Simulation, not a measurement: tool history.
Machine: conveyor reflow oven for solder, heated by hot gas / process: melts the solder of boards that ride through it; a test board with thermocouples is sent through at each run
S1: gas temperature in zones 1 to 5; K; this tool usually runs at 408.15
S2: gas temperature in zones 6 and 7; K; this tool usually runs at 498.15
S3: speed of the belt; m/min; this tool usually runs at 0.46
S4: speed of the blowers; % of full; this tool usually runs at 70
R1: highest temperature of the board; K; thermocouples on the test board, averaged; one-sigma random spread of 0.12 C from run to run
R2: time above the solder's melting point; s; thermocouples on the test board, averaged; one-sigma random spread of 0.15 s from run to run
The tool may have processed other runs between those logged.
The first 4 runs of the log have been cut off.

run,hour,S1,S2,S3,S4,R1,R2
5,235,408.15,498.15,0.46,70,479.95,54.1
6,306.6,408.15,498.15,0.46,70,479.65,54.1
7,341.6,408.15,498.15,0.46,70,479.15,53.8
# hour 382: flux residue cleaned out of gas plates and filters, once more
8,412.3,408.15,498.15,0.46,70,483.65,60.4
9,476.9,408.15,498.15,0.46,76,484.95,62.2
10,547.2,408.15,498.15,0.46,76,484.65,62.3
11,580.9,408.15,498.15,0.46,70,482.95,59.5
12,613.7,408.15,498.15,0.46,70,483.05,59.6
13,651.5,408.15,498.15,0.46,70,482.65,59.2
# hour 675.1: flux residue cleaned out of gas plates and filters
14,693.5,408.15,498.15,0.46,70,483.95,61.5
15,737.5,408.15,498.15,0.46,70,484.25,61.3
16,813,408.15,498.15,0.46,70,483.85,60.9
17,873,408.15,498.15,0.417,66,485.65,70.1
18,931.8,415.15,498.15,0.46,58,481.55,59.9
# hour 968.8: flux residue cleaned out of gas plates and filters
19,1005.9,415.15,498.15,0.43,75,489.05,76.1
20,1078.1,415.15,498.15,0.43,75,489.05,75.3
21,1122.7,415.15,498.15,0.43,75,489.15,75
22,1180.4,415.15,497.15,0.448,70,485.45,68.5
23,1212.8,411.15,506.15,0.514,53,481.25,50.5
# hour 1264.5: flux residue cleaned out of gas plates and filters
24,1280.8,398.15,503.15,0.464,81,490.85,65
# hour 1294.3: belt drive overhauled, speed set with a stopwatch
25,1361,398.15,503.15,0.464,81,489.75,63
26,1404.3,400.15,503.15,0.464,52,480.15,50
# hour 1429.5: thermocouples of zones 6 and 7 changed
27,1476.4,415.15,501.15,0.46,70,484.75,64.2

What will run 28 give?
28,1520.5,415.15,510.15,0.494,61,?,?

For run 28 the tool returned R1 486.85 K, R2 60.6 s.
The same run, on a tool lacking any hidden state, would have yielded R1 488.15 K, R2 61.9 s.
